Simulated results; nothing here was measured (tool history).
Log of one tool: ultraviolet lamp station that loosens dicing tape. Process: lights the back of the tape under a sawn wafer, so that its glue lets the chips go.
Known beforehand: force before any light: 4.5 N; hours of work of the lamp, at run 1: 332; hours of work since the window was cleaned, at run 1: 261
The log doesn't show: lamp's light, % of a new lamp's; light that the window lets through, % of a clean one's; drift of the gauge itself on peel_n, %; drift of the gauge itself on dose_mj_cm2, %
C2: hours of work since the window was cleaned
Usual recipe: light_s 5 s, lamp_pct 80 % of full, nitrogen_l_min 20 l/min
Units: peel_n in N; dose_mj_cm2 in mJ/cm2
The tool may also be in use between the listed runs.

{"run": 1, "hour": 0.0, "light_s": 5, "lamp_pct": 80, "nitrogen_l_min": 20, "hours of work of the lamp": 332, "C2": 261, "peel_n": 0.486, "dose_mj_cm2": 196}
{"run": 2, "hour": 11.8, "light_s": 5, "lamp_pct": 80, "nitrogen_l_min": 20, "hours of work of the lamp": 340, "C2": 269, "peel_n": 0.505, "dose_mj_cm2": 195}
{"run": 3, "hour": 24.3, "light_s": 5, "lamp_pct": 80, "nitrogen_l_min": 20, "hours of work of the lamp": 348, "C2": 277, "peel_n": 0.514, "dose_mj_cm2": 188}
{"run": 4, "hour": 35.7, "light_s": 5, "lamp_pct": 72, "nitrogen_l_min": 20, "hours of work of the lamp": 355, "C2": 285, "peel_n": 0.631, "dose_mj_cm2": 172}
{"run": 5, "hour": 46.8, "light_s": 5, "lamp_pct": 72, "nitrogen_l_min": 20, "hours of work of the lamp": 363, "C2": 292, "peel_n": 0.603, "dose_mj_cm2": 166}
{"run": 6, "hour": 69.8, "light_s": 5, "lamp_pct": 72, "nitrogen_l_min": 20, "hours of work of the lamp": 378, "C2": 307, "peel_n": 0.621, "dose_mj_cm2": 168}
{"run": 7, "hour": 89.5, "light_s": 5, "lamp_pct": 80, "nitrogen_l_min": 7, "hours of work of the lamp": 391, "C2": 320, "peel_n": 0.934, "dose_mj_cm2": 185}
{"run": 8, "hour": 110.3, "light_s": 5, "lamp_pct": 80, "nitrogen_l_min": 7, "hours of work of the lamp": 405, "C2": 334, "peel_n": 0.987, "dose_mj_cm2": 186}
{"run": 9, "hour": 125.1, "light_s": 5, "lamp_pct": 80, "nitrogen_l_min": 7, "hours of work of the lamp": 414, "C2": 344, "peel_n": 0.97, "dose_mj_cm2": 188}
{"run": 10, "hour": 141.8, "light_s": 5, "lamp_pct": 80, "nitrogen_l_min": 20, "hours of work of the lamp": 425, "C2": 355, "peel_n": 0.54, "dose_mj_cm2": 184}
{"run": 11, "hour": 164.5, "light_s": 5, "lamp_pct": 80, "nitrogen_l_min": 20, "hours of work of the lamp": 440, "C2": 370, "peel_n": 0.572, "dose_mj_cm2": 184}
{"run": 12, "hour": 187.3, "light_s": 5, "lamp_pct": 80, "nitrogen_l_min": 20, "hours of work of the lamp": 455, "C2": 385, "peel_n": 0.571, "dose_mj_cm2": 179}
{"run": 13, "hour": 205.6, "light_s": 5, "lamp_pct": 80, "nitrogen_l_min": 20, "hours of work of the lamp": 468, "C2": 397, "peel_n": 0.551, "dose_mj_cm2": 182}
{"run": 14, "hour": 222.6, "light_s": 5, "lamp_pct": 80, "nitrogen_l_min": 20, "hours of work of the lamp": 479, "C2": 408, "peel_n": 0.543, "dose_mj_cm2": 184}
{"run": 15, "hour": 248.5, "light_s": 5, "lamp_pct": 80, "nitrogen_l_min": 20, "hours of work of the lamp": 496, "C2": 425, "peel_n": 0.554, "dose_mj_cm2": 179}
{"run": 16, "hour": 268.0, "light_s": 5, "lamp_pct": 80, "nitrogen_l_min": 20, "hours of work of the lamp": 509, "C2": 438, "peel_n": 0.579, "dose_mj_cm2": 181}
{"run": 17, "hour": 280.2, "light_s": 5, "lamp_pct": 80, "nitrogen_l_min": 7, "hours of work of the lamp": 517, "C2": 446, "peel_n": 0.997, "dose_mj_cm2": 171}
{"run": 18, "hour": 299.5, "light_s": 5, "lamp_pct": 80, "nitrogen_l_min": 7, "hours of work of the lamp": 529, "C2": 459, "peel_n": 1.049, "dose_mj_cm2": 178}
{"run": 19, "hour": 323.1, "light_s": 5, "lamp_pct": 76, "nitrogen_l_min": 7, "hours of work of the lamp": 545, "C2": 474, "peel_n": 1.11, "dose_mj_cm2": 167}
{"run": 20, "hour": 345.1, "light_s": 5, "lamp_pct": 80, "nitrogen_l_min": 20, "hours of work of the lamp": 559, "C2": 489, "peel_n": 0.594, "dose_mj_cm2": 175}
{"run": 21, "hour": 360.7, "light_s": 5, "lamp_pct": 80, "nitrogen_l_min": 20, "hours of work of the lamp": 570, "C2": 499, "peel_n": 0.583, "dose_mj_cm2": 177}
{"run": 22, "hour": 379.7, "light_s": 5, "lamp_pct": 80, "nitrogen_l_min": 20, "hours of work of the lamp": 582, "C2": 512, "peel_n": 0.604, "dose_mj_cm2": 175}
{"run": 23, "hour": 393.7, "light_s": 6, "lamp_pct": 95, "nitrogen_l_min": 14, "hours of work of the lamp": 592, "C2": 521, "peel_n": 0.407, "dose_mj_cm2": 248}
{"run": 24, "hour": 415.7, "light_s": 6, "lamp_pct": 95, "nitrogen_l_min": 14, "hours of work of the lamp": 606, "C2": 535, "peel_n": 0.399, "dose_mj_cm2": 249}
{"run": 25, "hour": 429.1, "light_s": 7, "lamp_pct": 74, "nitrogen_l_min": 20, "hours of work of the lamp": 615, "C2": 544, "peel_n": 0.381, "dose_mj_cm2": 225}
{"run": 26, "hour": 447.0, "light_s": 9, "lamp_pct": 80, "nitrogen_l_min": 20, "hours of work of the lamp": 627, "C2": 556, "peel_n": 0.238, "dose_mj_cm2": 307}
{"run": 27, "hour": 463.2, "light_s": 5, "lamp_pct": 63, "nitrogen_l_min": 32, "hours of work of the lamp": 637, "C2": 567, "peel_n": 0.736, "dose_mj_cm2": 133}
{"run": 28, "hour": 484.2, "light_s": 10, "lamp_pct": 62, "nitrogen_l_min": 12, "hours of work of the lamp": 651, "C2": 581, "peel_n": 0.393, "dose_mj_cm2": 265}
{"run": 29, "hour": 501.1, "light_s": 3, "lamp_pct": 65, "nitrogen_l_min": 7, "hours of work of the lamp": 662, "C2": 592, "peel_n": 2.285, "dose_mj_cm2": 86}
{"run": 30, "hour": 523.1, "light_s": 3, "lamp_pct": 65, "nitrogen_l_min": 7, "hours of work of the lamp": 677, "C2": 606, "peel_n": 2.271, "dose_mj_cm2": 81}
{"run": 31, "hour": 540.1, "light_s": 3, "lamp_pct": 65, "nitrogen_l_min": 7, "hours of work of the lamp": 688, "C2": 617, "peel_n": 2.222, "dose_mj_cm2": 78}
{"run": 32, "hour": 562.9, "light_s": 3, "lamp_pct": 79, "nitrogen_l_min": 32, "hours of work of the lamp": 703, "C2": 632, "peel_n": 1.147, "dose_mj_cm2": 95}
{"run": 33, "hour": 581.6, "light_s": 3, "lamp_pct": 79, "nitrogen_l_min": 32, "hours of work of the lamp": 716, "C2": 645, "peel_n": 1.193, "dose_mj_cm2": 95}
{"hour": 607.5, "done": "window cleaned of glue's vapour"}
{"run": 34, "hour": 607.5, "light_s": 3, "lamp_pct": 65, "nitrogen_l_min": 14, "hours of work of the lamp": 732, "C2": 0, "peel_n": 1.633, "dose_mj_cm2": 89}
{"run": 35, "hour": 631.9, "light_s": 8, "lamp_pct": 80, "nitrogen_l_min": 11, "hours of work of the lamp": 748, "C2": 16, "peel_n": 0.346, "dose_mj_cm2": 302}
{"run": 36, "hour": 647.6, "light_s": 8, "lamp_pct": 86, "nitrogen_l_min": 11, "hours of work of the lamp": 759, "C2": 26, "peel_n": 0.31, "dose_mj_cm2": 311}
{"run": 37, "hour": 669.0, "light_s": 8, "lamp_pct": 86, "nitrogen_l_min": 11, "hours of work of the lamp": 773, "C2": 41, "peel_n": 0.318, "dose_mj_cm2": 316}
{"run": 38, "hour": 682.7, "light_s": 5, "lamp_pct": 80, "nitrogen_l_min": 7, "hours of work of the lamp": 782, "C2": 50, "peel_n": 1.015, "dose_mj_cm2": 181}
{"run": 39, "hour": 705.2, "light_s": 5, "lamp_pct": 80, "nitrogen_l_min": 7, "hours of work of the lamp": 797, "C2": 64, "peel_n": 1.013, "dose_mj_cm2": 184}
{"run": 40, "hour": 725.1, "light_s": 5, "lamp_pct": 68, "nitrogen_l_min": 7, "hours of work of the lamp": 810, "C2": 78, "peel_n": 1.249, "dose_mj_cm2": 155}
{"run": 41, "hour": 737.8, "light_s": 6, "lamp_pct": 72, "nitrogen_l_min": 7, "hours of work of the lamp": 818, "C2": 86, "peel_n": 0.891, "dose_mj_cm2": 192}
{"run": 42, "hour": 756.6, "light_s": 3, "lamp_pct": 78, "nitrogen_l_min": 10, "hours of work of the lamp": 831, "C2": 98, "peel_n": 1.665, "dose_mj_cm2": 103}
{"run": 43, "hour": 768.0, "light_s": 5, "lamp_pct": 70, "nitrogen_l_min": 6, "hours of work of the lamp": 838, "C2": 106, "peel_n": 1.322, "dose_mj_cm2": 155}
{"run": 44, "hour": 786.6, "light_s": 5, "lamp_pct": 70, "nitrogen_l_min": 6, "hours of work of the lamp": 850, "C2": 118, "peel_n": 1.337, "dose_mj_cm2": 157}

Forecast each of these 3 alternatives for the next run:
{"run": "A", "hour": 799.5, "light_s": 5, "lamp_pct": 80, "nitrogen_l_min": 18, "hours of work of the lamp": 859, "C2": 127, "peel_n": "?", "dose_mj_cm2": "?"}
{"run": "B", "hour": 799.5, "light_s": 3, "lamp_pct": 97, "nitrogen_l_min": 26, "hours of work of the lamp": 859, "C2": 127, "peel_n": "?", "dose_mj_cm2": "?"}
{"run": "C", "hour": 799.5, "light_s": 4, "lamp_pct": 84, "nitrogen_l_min": 9, "hours of work of the lamp": 859, "C2": 127, "peel_n": "?", "dose_mj_cm2": "?"}

run=A peel_n=0.606 dose_mj_cm2=176
run=B peel_n=0.860 dose_mj_cm2=128
run=C peel_n=1.178 dose_mj_cm2=150
Take away the tool's hidden state, keep each run's random variation, and the runs would have read:
run=A peel_n=0.424 dose_mj_cm2=217
run=B peel_n=0.617 dose_mj_cm2=157
run=C peel_n=0.886 dose_mj_cm2=184

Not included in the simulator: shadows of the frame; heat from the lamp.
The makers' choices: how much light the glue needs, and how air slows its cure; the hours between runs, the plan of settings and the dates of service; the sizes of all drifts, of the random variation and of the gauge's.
